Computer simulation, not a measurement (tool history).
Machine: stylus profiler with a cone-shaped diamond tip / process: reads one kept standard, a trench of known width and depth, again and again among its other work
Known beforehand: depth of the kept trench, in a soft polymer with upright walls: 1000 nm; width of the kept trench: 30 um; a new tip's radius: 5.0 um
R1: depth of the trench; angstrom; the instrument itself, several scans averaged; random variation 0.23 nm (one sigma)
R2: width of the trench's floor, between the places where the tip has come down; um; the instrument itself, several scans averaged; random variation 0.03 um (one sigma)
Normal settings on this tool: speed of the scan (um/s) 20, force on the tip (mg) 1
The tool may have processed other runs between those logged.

run 1 day=0 | speed_of_the_scan_(um/s)=20 force_on_the_tip_(mg)=1 | R1=10094.5 R2=23.76
run 2 day=0.654 | speed_of_the_scan_(um/s)=20 force_on_the_tip_(mg)=1.77 | R1=10135.2 R2=23.84
run 3 day=1.154 | speed_of_the_scan_(um/s)=20 force_on_the_tip_(mg)=1.77 | R1=10138.1 R2=23.81
run 4 day=1.967 | speed_of_the_scan_(um/s)=20 force_on_the_tip_(mg)=1.77 | R1=10139.6 R2=23.84
run 5 day=2.642 | speed_of_the_scan_(um/s)=16 force_on_the_tip_(mg)=1 | R1=10093.4 R2=23.86
run 6 day=3.442 | speed_of_the_scan_(um/s)=20 force_on_the_tip_(mg)=1.18 | R1=10111.4 R2=23.81
run 7 day=3.967 | speed_of_the_scan_(um/s)=26 force_on_the_tip_(mg)=1 | R1=10098.8 R2=23.78
run 8 day=5.029 | speed_of_the_scan_(um/s)=26 force_on_the_tip_(mg)=1 | R1=10096.2 R2=23.73
run 9 day=5.704 | speed_of_the_scan_(um/s)=26 force_on_the_tip_(mg)=1 | R1=10095.9 R2=23.71
run 10 day=6.538 | speed_of_the_scan_(um/s)=33 force_on_the_tip_(mg)=1 | R1=10097.2 R2=23.68
run 11 day=7.612 | speed_of_the_scan_(um/s)=20 force_on_the_tip_(mg)=1 | R1=10096 R2=23.85
run 12 day=8.092 | speed_of_the_scan_(um/s)=20 force_on_the_tip_(mg)=1 | R1=10095.9 R2=23.76
run 13 day=8.875 | speed_of_the_scan_(um/s)=28 force_on_the_tip_(mg)=0.86 | R1=10089.3 R2=23.72
run 14 day=9.575 | speed_of_the_scan_(um/s)=69 force_on_the_tip_(mg)=0.34 | R1=10042.4 R2=22.89
run 15 day=10.588 | speed_of_the_scan_(um/s)=45 force_on_the_tip_(mg)=1.41 | R1=10120 R2=23.67
run 16 day=11.454 | speed_of_the_scan_(um/s)=45 force_on_the_tip_(mg)=1.41 | R1=10119.1 R2=23.7
run 17 day=12.529 | speed_of_the_scan_(um/s)=50 force_on_the_tip_(mg)=2.8 | R1=10189.2 R2=23.72
run 18 day=13.425 | speed_of_the_scan_(um/s)=12 force_on_the_tip_(mg)=0.4 | R1=10049.9 R2=23.79
run 19 day=14.454 | speed_of_the_scan_(um/s)=37 force_on_the_tip_(mg)=0.83 | R1=10082.5 R2=23.57
run 20 day=15.204 | speed_of_the_scan_(um/s)=10 force_on_the_tip_(mg)=0.46 | R1=10051.2 R2=23.91
run 21 day=15.788 | speed_of_the_scan_(um/s)=51 force_on_the_tip_(mg)=1.83 | R1=10140.4 R2=23.57
run 22 day=16.783 | speed_of_the_scan_(um/s)=5 force_on_the_tip_(mg)=2.53 | R1=10175.9 R2=23.96

Below are 3 alternative next runs, each starting from the tool's condition after run 22. Predict each:
run A day=17.258 | speed_of_the_scan_(um/s)=25 force_on_the_tip_(mg)=0.44 | R1=? R2=?
run B day=17.258 | speed_of_the_scan_(um/s)=34 force_on_the_tip_(mg)=0.45 | R1=? R2=?
run C day=17.258 | speed_of_the_scan_(um/s)=33 force_on_the_tip_(mg)=1 | R1=? R2=?

run=A R1=10053.2 R2=23.67
run=B R1=10052.6 R2=23.51
run=C R1=10094.7 R2=23.66
What these runs would have given with no unlogged condition in the tool:
run=A R1=10053.4 R2=23.68
run=B R1=10052.8 R2=23.52
run=C R1=10094.9 R2=23.68

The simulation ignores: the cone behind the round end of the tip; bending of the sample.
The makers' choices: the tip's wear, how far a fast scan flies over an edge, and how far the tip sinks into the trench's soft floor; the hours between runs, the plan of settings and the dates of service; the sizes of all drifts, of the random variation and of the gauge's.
